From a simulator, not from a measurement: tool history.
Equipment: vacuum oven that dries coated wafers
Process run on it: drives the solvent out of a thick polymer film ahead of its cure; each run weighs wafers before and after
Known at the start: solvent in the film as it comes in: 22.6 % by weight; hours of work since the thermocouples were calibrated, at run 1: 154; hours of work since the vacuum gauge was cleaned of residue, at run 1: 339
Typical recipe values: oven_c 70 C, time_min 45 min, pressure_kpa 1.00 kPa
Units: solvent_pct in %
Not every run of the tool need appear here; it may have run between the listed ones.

run,day,oven_c,time_min,pressure_kpa,hours of work since the thermocouples were calibrated,hours of work since the vacuum gauge was cleaned of residue,solvent_pct
1,0.000,70,45,1.00,154,339,5.64
2,0.708,70,45,1.00,163,348,5.63
3,1.179,70,45,1.00,170,355,5.57
4,1.758,70,45,1.00,177,363,5.64
5,2.400,70,45,1.00,186,371,5.60
6,3.325,70,45,1.00,198,383,5.65
7,4.296,70,45,0.99,211,396,5.60
8,4.692,70,45,1.00,216,402,5.67
9,5.558,70,45,1.00,228,413,5.56
10,6.450,70,30,1.00,240,425,8.26
11,6.954,70,30,1.00,247,432,8.23
12,7.379,70,30,1.00,252,438,8.21
13,8.029,70,30,1.00,261,446,8.25
14,8.950,57,40,1.37,273,458,10.93
15,9.458,57,40,1.37,280,465,10.92
16,9.942,60,27,1.26,287,472,12.08
17,10.821,60,27,1.26,298,483,12.04
18,11.312,60,27,1.26,305,490,12.08
19,12.058,60,27,1.26,315,500,12.10
20,12.617,84,60,1.27,322,507,1.23
21,13.142,75,24,1.27,329,514,8.13
22,13.758,70,24,0.89,337,523,9.63

Here are 5 independent what-if runs from the current tool condition. What would each one return?
A,14.150,66,62,0.89,343,528,?
B,14.150,60,46,0.91,343,528,?
C,14.150,76,24,0.53,343,528,?
D,14.150,82,60,1.00,343,528,?
E,14.150,62,23,0.62,343,528,?

run,solvent_pct
A,4.82
B,8.77
C,7.67
D,1.40
E,12.12
With the hidden condition removed and each run's random variation left untouched, the same runs would have given:
run,solvent_pct
A,4.81
B,8.76
C,7.67
D,1.39
E,12.11
